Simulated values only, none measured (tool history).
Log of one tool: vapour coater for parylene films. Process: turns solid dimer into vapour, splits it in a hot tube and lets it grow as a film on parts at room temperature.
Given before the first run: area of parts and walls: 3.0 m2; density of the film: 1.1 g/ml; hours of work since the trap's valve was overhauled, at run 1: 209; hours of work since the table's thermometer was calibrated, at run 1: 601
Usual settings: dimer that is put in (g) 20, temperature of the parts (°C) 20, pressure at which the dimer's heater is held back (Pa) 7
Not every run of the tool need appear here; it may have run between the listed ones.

run    hour  dimer that is put in (g)  temperature of the parts (°C)  pressure at which the dimer's heater is held back (Pa)  hours of work since the trap's valve was overhauled  hours of work since the table's thermometer was calibrated  thickness of the film (nm)
  1       0                        20                             20                                                       7                                                  209                                                         601                        2850
  2    24.8                        20                             26                                                       7                                                  220                                                         613                        2230
  3    50.4                        20                             26                                                       7                                                  232                                                         625                        2240
  4    78.9                        20                             20                                                    2.33                                                  246                                                         639                        3370
  5     107                        20                             20                                                    2.33                                                  259                                                         652                        3340
  6   143.8                        20                             20                                                       7                                                  277                                                         669                        2830
      177.9  -- trap's valve overhauled
  7   178.8                        20                             20                                                       7                                                    0                                                         684                        2950
  8   209.2                        20                             20                                                       7                                                   15                                                         698                        2960
  9   232.6                        20                             20                                                       7                                                   26                                                         709                        2900
 10   254.6                        20                             20                                                       7                                                   36                                                         720                        2940
 11   288.2                        20                             20                                                    2.04                                                   52                                                         736                        3510
 12     318                        20                             20                                                    2.04                                                   66                                                         750                        3520
 13   337.9                        20                             20                                                    2.04                                                   76                                                         759                        3520
 14   371.9                        20                             20                                                       7                                                   92                                                         775                        2900
 15     402                        20                             27                                                       7                                                  106                                                         789                        2160
 16   436.2                        23                             20                                                       7                                                  122                                                         806                        3310
 17   463.4                        23                             20                                                       7                                                  135                                                         819                        3360
 18   481.7                        23                             29                                                       7                                                  144                                                         827                        2290
 19   500.5                        23                             29                                                       7                                                  152                                                         836                        2280
 20   526.5                        23                             29                                                       7                                                  165                                                         848                        2240
 21   563.3                        23                             29                                                       7                                                  182                                                         866                        2270
 22   579.7                        23                             16                                                       7                                                  190                                                         873                        3880
 23   602.6                        23                             16                                                       7                                                  201                                                         884                        3910
 24   640.3                         8                             20                                                       7                                                  219                                                         902                        1130
 25   661.6                        20                             14                                                   11.82                                                  229                                                         912                        3380
 26   699.8                        13                             15                                                   10.14                                                  247                                                         930                        2130
 27   726.4                        13                             15                                                   10.14                                                  259                                                         943                        2130
 28   756.3                        21                             13                                                    3.69                                                  273                                                         957                        4400
 29   781.5                        20                             18                                                   11.39                                                  285                                                         969                        2840
        797  -- trap's valve overhauled
 30   809.5                        11                             18                                                    5.57                                                    6                                                         980                        1810
 31   837.5                        18                             16                                                    2.17                                                   19                                                         993                        3730
 32   861.7                        18                             12                                                    3.45                                                   31                                                        1005                        4100
 33   893.9                        13                             27                                                       7                                                   46                                                        1020                        1410
 34   919.6                        13                             27                                                       7                                                   58                                                        1032                        1410
 35   958.3                         8                             32                                                    2.02                                                   76                                                        1051                         820
 36   976.4                        35                             20                                                       7                                                   85                                                        1059                        5080
 37  1007.3                        11                             13                                                       7                                                   99                                                        1074                        2120
 38  1040.5                        13                             30                                                   11.81                                                  115                                                        1089                        1160
 39  1060.9                        13                             30                                                   11.81                                                  125                                                        1099                        1160
 40  1086.3                        12                             30                                                   11.81                                                  137                                                        1111                        1050
 41  1102.7                        20                             20                                                    5.72                                                  144                                                        1119                        2960
 42  1124.2                        11                             30                                                    5.72                                                  155                                                        1129                        1070
 43  1139.9                        14                             30                                                    3.63                                                  162                                                        1136                        1480
 44  1166.7                        20                             20                                                    5.01                                                  175                                                        1149                        3010
 45    1187                        20                             23                                                    6.83                                                  184                                                        1159                        2510
 46  1208.3                        20                             23                                                    6.83                                                  194                                                        1169                        2490

Measured result minus the same run's result without the hidden state. Both carry the same run-to-run variation, though not necessarily the same gauge scatter:
The hidden state here: vapour lost through the trap's worn valve, %; true temperature of the parts over the reading, C; drift of the gauge itself on film_um, %.
run  thickness of the film (nm)
  1                        -100
  2                         -90
  3                         -90
  4                        -150
  5                        -160
  6                        -140
  7                         -10
  8                         -10
  9                         -30
 10                         -30
 11                         -40
 12                         -50
 13                         -50
 14                         -50
 15                         -40
 16                         -80
 17                         -90
 18                         -60
 19                         -70
 20                         -70
 21                         -80
 22                        -140
 23                        -140
 24                         -40
 25                        -140
 26                        -100
 27                        -100
 28                        -210
 29                        -150
 30                         -10
 31                         -40
 32                         -50
 33                         -20
 34                         -20
 35                         -20
 36                        -110
 37                         -50
 38                         -30
 39                         -30
 40                         -30
 41                         -90
 42                         -30
 43                         -50
 44                        -120
 45                        -100
 46                        -110
